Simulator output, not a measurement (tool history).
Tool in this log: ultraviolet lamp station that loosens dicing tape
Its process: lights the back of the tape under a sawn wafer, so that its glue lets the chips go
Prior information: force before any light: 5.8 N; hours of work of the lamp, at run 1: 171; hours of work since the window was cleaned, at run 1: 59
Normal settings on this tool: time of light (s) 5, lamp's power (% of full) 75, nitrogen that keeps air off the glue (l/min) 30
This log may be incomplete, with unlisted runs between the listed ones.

run	hour	time of light (s)	lamp's power (% of full)	nitrogen that keeps air off the glue (l/min)	hours of work of the lamp	hours of work since the window was cleaned	force that peels the tape off (N)	light that reached the tape (mJ/cm2)
1	0	5	75	30	171	59	0.918	369
2	80.8	5	75	30	231	118	1.011	351
3	149	5	83	30	281	169	0.889	366
# hour 234.9: window cleaned of glue's vapour
4	235.6	5	75	30	344	1	1.355	287
5	309.6	5	75	30	399	55	1.49	266
6	351.6	5	75	30	430	86	1.539	260
7	399.1	5	75	30	465	121	1.63	249
8	443.7	5	75	30	498	154	1.737	237
# hour 458.2: window cleaned of glue's vapour, once more
9	485.7	5	75	30	528	20	0.986	352
10	539.8	5	77	30	568	60	1.024	353
11	622.4	7	73	21	629	121	0.801	441
12	705.9	7	62	21	690	182	1.209	345
13	745.7	5	75	30	720	212	1.315	289
# hour 773.6: window cleaned of glue's vapour
14	794.6	4	91	11	755	16	1.611	328
15	878.7	4	91	11	817	77	1.729	309
16	938.8	4	91	11	862	122	1.841	294
17	1021.1	5	84	30	922	182	1.086	326
18	1059	6	89	25	950	210	0.88	399
# hour 1083.6: window cleaned of glue's vapour
19	1151.9	8	75	30	1018	50	0.525	499
20	1213.2	8	75	30	1063	95	0.572	479

Each row is a separate what-if for the run after 20, all from the same tool condition, not one after another. Results?
A	1266	5	75	52	1102	134	?	?
B	1266	6	78	25	1102	134	?	?
C	1266	7	60	46	1102	134	?	?

run	force that peels the tape off (N)	light that reached the tape (mJ/cm2)
A	1.194	284
B	1.028	356
C	0.971	319
Without the tool's hidden state the same runs would have given:
run	force that peels the tape off (N)	light that reached the tape (mJ/cm2)
A	0.667	396
B	0.553	497
C	0.519	445
